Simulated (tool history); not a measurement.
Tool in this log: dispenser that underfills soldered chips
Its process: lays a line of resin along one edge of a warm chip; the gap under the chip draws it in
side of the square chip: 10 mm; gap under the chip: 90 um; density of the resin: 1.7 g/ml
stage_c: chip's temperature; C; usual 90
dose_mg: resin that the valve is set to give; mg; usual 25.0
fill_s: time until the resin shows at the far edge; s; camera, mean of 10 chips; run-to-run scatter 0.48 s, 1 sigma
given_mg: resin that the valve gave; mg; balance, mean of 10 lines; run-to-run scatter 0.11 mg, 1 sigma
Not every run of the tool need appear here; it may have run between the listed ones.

run,day,stage_c,dose_mg,fill_s,given_mg
1,0.000,90,25.0,43.8,24.81
2,0.362,90,25.0,36.2,24.77
3,0.554,90,25.0,45.9,24.76
4,0.833,90,25.0,34.3,24.61
5,1.033,90,25.0,41.7,24.59
6,1.400,90,25.0,34.9,24.49
7,1.633,93,28.5,39.2,27.98
8,1.871,102,25.0,35.2,24.62
9,2.162,76,26.0,88.9,25.30
10,2.571,76,26.0,75.2,25.20

Not shown: 5 entries that the log had between the listed runs. Between which runs, and how does the tool's hidden state differ before and after?
After run 1, before run 2: new syringe of resin (day 0.312)
  resin's viscosity, % of fresh resin's: 128.8 -> 106.7; dose that the valve gives, % of what is set: 99.48 -> 99.14; true chip temperature over the reading, C: 2.33 -> 2.37
  measured value less the no-hidden-state value, fill_s: +6.0 -> -1.5 s; given_mg: -0.12 -> -0.22 mg
After run 3, before run 4: new syringe of resin (day 0.833)
  resin's viscosity, % of fresh resin's: 132.4 -> 98.4; dose that the valve gives, % of what is set: 98.95 -> 98.7; true chip temperature over the reading, C: 2.39 -> 2.43
  measured value less the no-hidden-state value, fill_s: +7.1 -> -4.6 s; given_mg: -0.26 -> -0.33 mg
After run 5, before run 6: new syringe of resin (day 1.375)
  resin's viscosity, % of fresh resin's: 123.5 -> 102.5; dose that the valve gives, % of what is set: 98.54 -> 98.22; true chip temperature over the reading, C: 2.45 -> 2.49
  measured value less the no-hidden-state value, fill_s: +3.9 -> -3.1 s; given_mg: -0.37 -> -0.45 mg
After run 8, before run 9: new syringe of resin (day 1.904)
  resin's viscosity, % of fresh resin's: 175.4 -> 135.5; dose that the valve gives, % of what is set: 97.83 -> 97.56; true chip temperature over the reading, C: 2.55 -> 2.59
  measured value less the no-hidden-state value, fill_s: +12.9 -> +14.4 s; given_mg: -0.54 -> -0.64 mg
After run 9, before run 10: new syringe of resin (day 2.446)
  resin's viscosity, % of fresh resin's: 135.5 -> 113.6; dose that the valve gives, % of what is set: 97.56 -> 97.18; true chip temperature over the reading, C: 2.59 -> 2.64
  measured value less the no-hidden-state value, fill_s: +14.4 -> +0.0 s; given_mg: -0.64 -> -0.73 mg

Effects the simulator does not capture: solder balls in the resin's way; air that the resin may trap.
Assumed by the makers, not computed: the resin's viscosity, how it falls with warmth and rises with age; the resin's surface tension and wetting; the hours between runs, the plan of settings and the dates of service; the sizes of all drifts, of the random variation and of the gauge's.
